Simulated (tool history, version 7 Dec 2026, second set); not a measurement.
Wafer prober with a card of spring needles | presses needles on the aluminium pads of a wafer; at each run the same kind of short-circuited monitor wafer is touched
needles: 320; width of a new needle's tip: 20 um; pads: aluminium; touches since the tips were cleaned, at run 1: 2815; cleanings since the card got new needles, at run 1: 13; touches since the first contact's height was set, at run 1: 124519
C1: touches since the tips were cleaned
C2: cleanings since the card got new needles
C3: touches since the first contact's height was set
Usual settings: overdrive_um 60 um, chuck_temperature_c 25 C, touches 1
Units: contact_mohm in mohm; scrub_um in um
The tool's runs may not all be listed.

{"run": 1, "day": 0.0, "overdrive_um": 60, "chuck_temperature_c": 25, "touches": 1, "C1": 2815, "C2": 13, "C3": 124519, "contact_mohm": 164, "scrub_um": 15.37}
{"run": 2, "day": 0.708, "overdrive_um": 60, "chuck_temperature_c": 25, "touches": 1, "C1": 6096, "C2": 13, "C3": 127800, "contact_mohm": 163, "scrub_um": 15.35}
{"run": 3, "day": 1.242, "overdrive_um": 60, "chuck_temperature_c": 25, "touches": 1, "C1": 8579, "C2": 13, "C3": 130283, "contact_mohm": 166, "scrub_um": 15.36}
{"day": 1.371, "done": "tips cleaned on abrasive film"}
{"run": 4, "day": 1.721, "overdrive_um": 60, "chuck_temperature_c": 25, "touches": 3, "C1": 1613, "C2": 14, "C3": 132469, "contact_mohm": 165, "scrub_um": 15.36}
{"run": 5, "day": 2.4, "overdrive_um": 60, "chuck_temperature_c": 27, "touches": 1, "C1": 4768, "C2": 14, "C3": 135624, "contact_mohm": 165, "scrub_um": 15.34}
{"run": 6, "day": 3.046, "overdrive_um": 60, "chuck_temperature_c": 27, "touches": 1, "C1": 7756, "C2": 14, "C3": 138612, "contact_mohm": 164, "scrub_um": 15.36}
{"day": 3.333, "done": "tips cleaned on abrasive film"}
{"run": 7, "day": 3.783, "overdrive_um": 60, "chuck_temperature_c": 27, "touches": 1, "C1": 2097, "C2": 15, "C3": 142024, "contact_mohm": 167, "scrub_um": 15.35}
{"run": 8, "day": 4.575, "overdrive_um": 44, "chuck_temperature_c": 45, "touches": 1, "C1": 5752, "C2": 15, "C3": 145679, "contact_mohm": 175, "scrub_um": 11.26}
{"run": 9, "day": 5.058, "overdrive_um": 52, "chuck_temperature_c": 44, "touches": 1, "C1": 8002, "C2": 15, "C3": 147929, "contact_mohm": 172, "scrub_um": 13.32}
{"day": 5.288, "done": "tips cleaned on abrasive film"}
{"run": 10, "day": 5.558, "overdrive_um": 51, "chuck_temperature_c": 40, "touches": 1, "C1": 1265, "C2": 16, "C3": 150229, "contact_mohm": 169, "scrub_um": 13.05}

Run 11 comes next. What will it give?
{"run": 11, "day": 5.992, "overdrive_um": 74, "chuck_temperature_c": 99, "touches": 2, "C1": 3277, "C2": 16, "C3": 152241, "contact_mohm": "?", "scrub_um": "?"}

contact_mohm: 175 mohm
scrub_um: 18.94 um
Without the tool's hidden state the same run would have given contact_mohm 175 mohm, scrub_um 18.94 um.
